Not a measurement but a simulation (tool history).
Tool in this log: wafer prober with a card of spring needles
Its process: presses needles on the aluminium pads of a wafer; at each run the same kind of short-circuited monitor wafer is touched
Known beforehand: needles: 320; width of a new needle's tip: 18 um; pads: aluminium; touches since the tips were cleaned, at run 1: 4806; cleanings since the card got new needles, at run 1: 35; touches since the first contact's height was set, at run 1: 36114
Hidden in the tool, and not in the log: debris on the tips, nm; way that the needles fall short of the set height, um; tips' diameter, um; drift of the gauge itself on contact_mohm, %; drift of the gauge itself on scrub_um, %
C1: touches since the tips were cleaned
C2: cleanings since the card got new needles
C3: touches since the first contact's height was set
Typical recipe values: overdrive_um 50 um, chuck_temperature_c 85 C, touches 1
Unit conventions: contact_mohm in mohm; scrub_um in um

Run 1, hour 0: usual settings; C1 4806; C2 35; C3 36114. Result: contact_mohm 298 mohm, scrub_um 12 um.
At hour 2.4: tips cleaned on abrasive film.
Run 2, hour 14.8: usual settings but chuck_temperature_c 69 C; C1 4776; C2 36; C3 41768. Result: contact_mohm 302 mohm, scrub_um 11.96 um.
At hour 17.4: tips cleaned on abrasive film.
At hour 32.6: tips cleaned on abrasive film.
Run 3, hour 37.2: usual settings but chuck_temperature_c 51 C; C1 1779; C2 38; C3 50283. Result: contact_mohm 235 mohm, scrub_um 11.93 um.
At hour 47.5: tips cleaned on abrasive film.
Run 4, hour 58: usual settings but touches 3; C1 4053; C2 39; C3 58237. Result: contact_mohm 191 mohm, scrub_um 11.9 um.
At hour 62.1: tips cleaned on abrasive film.
At hour 76.8: tips cleaned on abrasive film.
Run 5, hour 84.4: usual settings but touches 3; C1 2916; C2 41; C3 68285. Result: contact_mohm 184 mohm, scrub_um 11.9 um.
At hour 91.4: tips cleaned on abrasive film.
At hour 106.2: tips cleaned on abrasive film.
Run 6, hour 106.8: usual settings but touches 3; C1 247; C2 43; C3 76821. Result: contact_mohm 147 mohm, scrub_um 11.81 um.
At hour 121.5: tips cleaned on abrasive film.
Run 7, hour 129.9: usual settings but touches 3; C1 3236; C2 44; C3 85635. Result: contact_mohm 188 mohm, scrub_um 11.8 um.
At hour 137.5: tips cleaned on abrasive film.
At hour 137.8: height of the first contact set anew.
Run 8, hour 141.2: usual settings but touches 3; C1 1315; C2 45; C3 1315. Result: contact_mohm 166 mohm, scrub_um 12.09 um.
At hour 152.6: tips cleaned on abrasive film.
Run 9, hour 163.7: usual settings; C1 4269; C2 46; C3 9926. Result: contact_mohm 290 mohm, scrub_um 12.07 um.
At hour 167.7: tips cleaned on abrasive film.
At hour 183.2: tips cleaned on abrasive film.
Run 10, hour 188.2: usual settings but overdrive_um 37 um; C1 1926; C2 48; C3 19249. Result: contact_mohm 301 mohm, scrub_um 8.89 um.
At hour 197.8: tips cleaned on abrasive film.
Run 11, hour 211.6: usual settings; C1 5276; C2 49; C3 28168. Result: contact_mohm 313 mohm, scrub_um 12.02 um.
At hour 214: tips cleaned on abrasive film.
Run 12, hour 225.5: usual settings; C1 4378; C2 50; C3 33462. Result: contact_mohm 289 mohm, scrub_um 12.03 um.
At hour 229.6: tips cleaned on abrasive film.
Run 13, hour 237.2: usual settings; C1 2897; C2 51; C3 37915. Result: contact_mohm 256 mohm, scrub_um 11.99 um.
At hour 244.4: tips cleaned on abrasive film.
Run 14, hour 251.8: usual settings but chuck_temperature_c 57 C; C1 2842; C2 52; C3 43501. Result: contact_mohm 259 mohm, scrub_um 11.97 um.
At hour 259.8: tips cleaned on abrasive film.
Run 15, hour 267.4: usual settings but chuck_temperature_c 57 C; C1 2936; C2 53; C3 49453. Result: contact_mohm 265 mohm, scrub_um 11.96 um.
At hour 275.1: tips cleaned on abrasive film.
Run 16, hour 281.8: usual settings but chuck_temperature_c 57 C; C1 2538; C2 54; C3 54919. Result: contact_mohm 253 mohm, scrub_um 11.93 um.
At hour 290.7: tips cleaned on abrasive film.
Run 17, hour 296.6: usual settings but touches 2; C1 2268; C2 55; C3 60573. Result: contact_mohm 205 mohm, scrub_um 11.93 um.
At hour 305.7: tips cleaned on abrasive film.
Run 18, hour 313.3: usual settings but touches 2; C1 2912; C2 56; C3 66965. Result: contact_mohm 214 mohm, scrub_um 11.9 um.
At hour 321: tips cleaned on abrasive film.
Run 19, hour 324.7: usual settings but overdrive_um 63 um, chuck_temperature_c 45 C, touches 2; C1 1388; C2 57; C3 71275. Result: contact_mohm 161 mohm, scrub_um 15.06 um.

What does the tool deliver on the next run?
At hour 336.1: tips cleaned on abrasive film.
Run 20, hour 346.8: usual settings but overdrive_um 61 um, chuck_temperature_c 45 C; C1 4107; C2 58; C3 79744. Result: contact_mohm ?, scrub_um ?.

{"run 20": {"contact_mohm": 241, "scrub_um": 14.54}}
On a tool with no hidden condition, and with the same random variation, this run would have come out at contact_mohm 127 mohm, scrub_um 14.76 um.

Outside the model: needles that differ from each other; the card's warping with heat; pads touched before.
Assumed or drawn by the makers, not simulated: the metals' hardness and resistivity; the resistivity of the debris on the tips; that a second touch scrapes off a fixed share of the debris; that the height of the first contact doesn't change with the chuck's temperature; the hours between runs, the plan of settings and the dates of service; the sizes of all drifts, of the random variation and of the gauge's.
